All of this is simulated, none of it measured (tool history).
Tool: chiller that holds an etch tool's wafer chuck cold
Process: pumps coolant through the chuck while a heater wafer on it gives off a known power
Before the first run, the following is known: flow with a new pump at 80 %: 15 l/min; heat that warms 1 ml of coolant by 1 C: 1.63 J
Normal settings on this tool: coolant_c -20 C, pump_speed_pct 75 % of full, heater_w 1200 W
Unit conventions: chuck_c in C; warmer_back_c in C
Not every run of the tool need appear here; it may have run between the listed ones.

run,hour,coolant_c,pump_speed_pct,heater_w,chuck_c,warmer_back_c
1,0.0,-20,75,1200,-7.2,3.14
2,15.5,-28,75,1200,-15.2,3.13
3,44.8,-28,75,1200,-15.3,3.15
4,66.4,-28,92,1200,-16.2,2.59
5,81.5,-20,75,1200,-7.0,3.15
6,110.2,-20,75,1200,-7.2,3.14
7,128.0,-20,75,1200,-6.9,3.15
8,156.1,-20,75,1200,-7.1,3.17
9,184.5,-20,75,1200,-7.0,3.17
10,205.5,-20,75,1200,-7.1,3.18
11,229.8,-20,75,1200,-7.0,3.20
12,246.1,-20,75,1200,-7.1,3.15
13,259.7,-20,75,729,-11.9,1.92
14,283.5,-20,79,1200,-7.3,3.01
15,312.9,-20,79,1200,-7.5,3.02
16,329.4,-15,93,904,-6.2,1.95
17,345.7,-15,93,904,-6.2,1.93
18,372.0,-21,75,1506,-4.8,4.00
19,401.6,-21,75,1506,-4.7,3.96
20,430.1,-20,73,1087,-7.8,2.95
21,458.8,-12,78,1087,-0.5,2.79
22,490.3,-12,81,1087,-0.7,2.67
23,512.8,-25,67,1724,-5.0,5.07
24,528.5,-17,63,1200,-2.7,3.78
25,551.2,-27,98,1594,-12.2,3.25
26,576.9,-14,65,694,-5.3,2.11
27,605.4,-12,62,964,-0.1,3.08
28,636.1,-20,75,1571,-3.1,4.16
29,667.4,-12,79,1200,0.7,3.01

Forecast each of these 4 alternatives for the next run:
A,688.7,-20,75,1083,?,?
B,688.7,-11,77,1200,?,?
C,688.7,-12,76,761,?,?
D,688.7,-19,60,1190,?,?

run,chuck_c,warmer_back_c
A,-8.1,2.87
B,2.2,3.10
C,-3.5,1.99
D,-4.1,3.92
Without the tool's unlogged condition, the same runs would have read:
run,chuck_c,warmer_back_c
A,-9.2,2.83
B,1.1,3.06
C,-4.5,1.96
D,-5.2,3.87

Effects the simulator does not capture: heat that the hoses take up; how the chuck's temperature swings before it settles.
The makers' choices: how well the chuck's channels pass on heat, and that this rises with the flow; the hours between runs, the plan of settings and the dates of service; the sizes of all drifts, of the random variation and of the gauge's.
